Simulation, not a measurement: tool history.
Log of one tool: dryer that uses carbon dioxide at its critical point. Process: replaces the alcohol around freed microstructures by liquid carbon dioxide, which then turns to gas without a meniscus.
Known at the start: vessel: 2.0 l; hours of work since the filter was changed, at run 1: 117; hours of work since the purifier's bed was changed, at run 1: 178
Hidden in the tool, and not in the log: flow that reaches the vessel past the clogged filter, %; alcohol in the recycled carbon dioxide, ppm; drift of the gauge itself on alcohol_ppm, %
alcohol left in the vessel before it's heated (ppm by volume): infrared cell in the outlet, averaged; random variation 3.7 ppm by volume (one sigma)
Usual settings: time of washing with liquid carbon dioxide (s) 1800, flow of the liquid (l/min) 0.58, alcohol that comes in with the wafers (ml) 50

| run | hour | time of washing with liquid carbon dioxide (s) | flow of the liquid (l/min) | alcohol that comes in with the wafers (ml) | hours of work since the filter was changed | hours of work since the purifier's bed was changed | alcohol left in the vessel before it's heated (ppm by volume) |
|---|---|---|---|---|---|---|---|
| 1 | 0 | 1800 | 0.58 | 50 | 117 | 178 | 34 |
| 2 | 32.1 | 1260 | 0.58 | 50 | 142 | 204 | 132 |
| 3 | 54.6 | 1260 | 0.58 | 50 | 160 | 221 | 140 |
| 4 | 77.4 | 1260 | 0.58 | 50 | 178 | 239 | 148 |
| 5 | 109.6 | 1260 | 0.58 | 50 | 203 | 265 | 154 |
| 6 | 144.1 | 1800 | 0.551 | 50 | 230 | 292 | 52 |
| 7 | 161.2 | 1800 | 0.551 | 50 | 244 | 305 | 47 |
| 8 | 176.2 | 1380 | 0.551 | 50 | 255 | 317 | 138 |
| 9 | 210.4 | 1380 | 0.551 | 50 | 282 | 344 | 140 |
| 10 | 244.2 | 1800 | 0.58 | 51 | 309 | 370 | 64 |
| 11 | 267.5 | 1800 | 0.58 | 50 | 327 | 389 | 57 |
| 12 | 291.1 | 1800 | 0.58 | 50 | 346 | 407 | 54 |
| 13 | 322.6 | 1800 | 0.58 | 50 | 371 | 432 | 60 |
| 14 | 352.1 | 1800 | 0.58 | 50 | 394 | 455 | 65 |
| 15 | 374.1 | 1800 | 0.58 | 50 | 411 | 473 | 65 |
| 16 | 389.8 | 1800 | 0.58 | 50 | 423 | 485 | 69 |
| 17 | 409.6 | 1800 | 0.58 | 50 | 439 | 501 | 69 |
| 18 | 431.9 | 1800 | 0.78 | 78 | 457 | 518 | 61 |
| 19 | 459.1 | 2700 | 0.473 | 116 | 478 | 540 | 68 |
| 20 | 477 | 1320 | 0.473 | 45 | 492 | 554 | 339 |
|  | 480.4 | inlet filter changed |
| 21 | 511.8 | 1320 | 0.534 | 50 | 25 | 580 | 180 |
| 22 | 529.8 | 1860 | 0.523 | 50 | 39 | 594 | 81 |
| 23 | 549.8 | 1860 | 0.523 | 50 | 55 | 610 | 83 |
| 24 | 569.6 | 1800 | 0.58 | 33 | 70 | 626 | 78 |
| 25 | 600.7 | 1800 | 0.58 | 33 | 95 | 650 | 85 |

Forecast each of these 5 alternatives for the next run:
| A | 628.4 | 1320 | 0.726 | 32 | 117 | 672 | ? |
| B | 628.4 | 2220 | 0.58 | 50 | 117 | 672 | ? |
| C | 628.4 | 2640 | 0.429 | 73 | 117 | 672 | ? |
| D | 628.4 | 1800 | 0.471 | 35 | 117 | 672 | ? |
| E | 628.4 | 2640 | 0.58 | 23 | 117 | 672 | ? |

| run | alcohol left in the vessel before it's heated (ppm by volume) |
|---|---|
| A | 87 |
| B | 80 |
| C | 84 |
| D | 100 |
| E | 78 |
Without the tool's hidden state the same runs would have given:
| run | alcohol left in the vessel before it's heated (ppm by volume) |
|---|---|
| A | 15 |
| B | 9 |
| C | 13 |
| D | 27 |
| E | 9 |
